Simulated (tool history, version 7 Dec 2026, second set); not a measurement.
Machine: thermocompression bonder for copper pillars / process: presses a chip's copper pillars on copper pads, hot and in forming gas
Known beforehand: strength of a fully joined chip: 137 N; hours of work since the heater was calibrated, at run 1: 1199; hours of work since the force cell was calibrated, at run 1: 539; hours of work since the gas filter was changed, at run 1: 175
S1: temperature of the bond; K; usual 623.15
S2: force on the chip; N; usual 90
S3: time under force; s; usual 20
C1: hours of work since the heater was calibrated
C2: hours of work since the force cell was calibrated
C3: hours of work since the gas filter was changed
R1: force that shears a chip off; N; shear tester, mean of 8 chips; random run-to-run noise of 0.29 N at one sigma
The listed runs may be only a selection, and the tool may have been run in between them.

run   hour      S1   S2  S3    C1   C2   C3    R1
  1      0  623.15   90  20  1199  539  175  45.1
  2   21.3  623.15   90  20  1211  551  187    45
  3   35.2  638.15   90  20  1219  559  195  49.6
  4   65.8  638.15   90  20  1236  576  213  49.9
  5     80  638.15   90  20  1244  584  221  49.2
     100.4  -- forming gas filter changed
  6  100.4  623.15   98  20  1256  596    0    49
  7    128  646.15   90  20  1271  611   16  54.4
  8  160.2  646.15   90  20  1290  630   34  54.5
     174.3  -- heater calibrated with a thermocouple chip
  9  181.8  623.15   90  20     4  641   45  48.9
 10    212  623.15   90  20    21  658   62  48.9
 11  228.8  641.15  129  27    31  668   72  75.3
 12  244.5  652.15   72  55    40  677   81  73.4
 13  269.7  638.15   90  39    54  691   95    68
 14  296.6  627.15   96  52    70  706  111  72.4
 15  318.7  623.15  110  20    82  719  123  54.6
 16  339.3  653.15   78  10    94  731  135  40.1
 17  354.2  653.15   78  10   102  739  143    40
 18  370.6  631.15   90  14   112  748  153  43.5
 19  391.6  623.15   82  44   124  760  165  59.9

Some steps in R1 between neighbouring runs. How much of each would the tool show without its hidden state too (settings, what came in, random variation), and how much is left for the hidden state, with any gauge scatter that isn't in both results?
Unlogged tool condition in this case: true temperature of the bond over the reading, C; force that reaches the chip, % of what is set; oxide that the forming gas leaves, % of the face; drift of the gauge itself on shear_n, %.
Run 8 -> 9: S1 646.15 -> 623.15, heater calibrated with a thermocouple chip. R1 -5.6 N: hidden state +2.9, all else -8.5.
Run 10 -> 11: S1 623.15 -> 641.15, S2 90 -> 129, S3 20 -> 27. R1 +26.4 N: hidden state -1, all else +27.4.
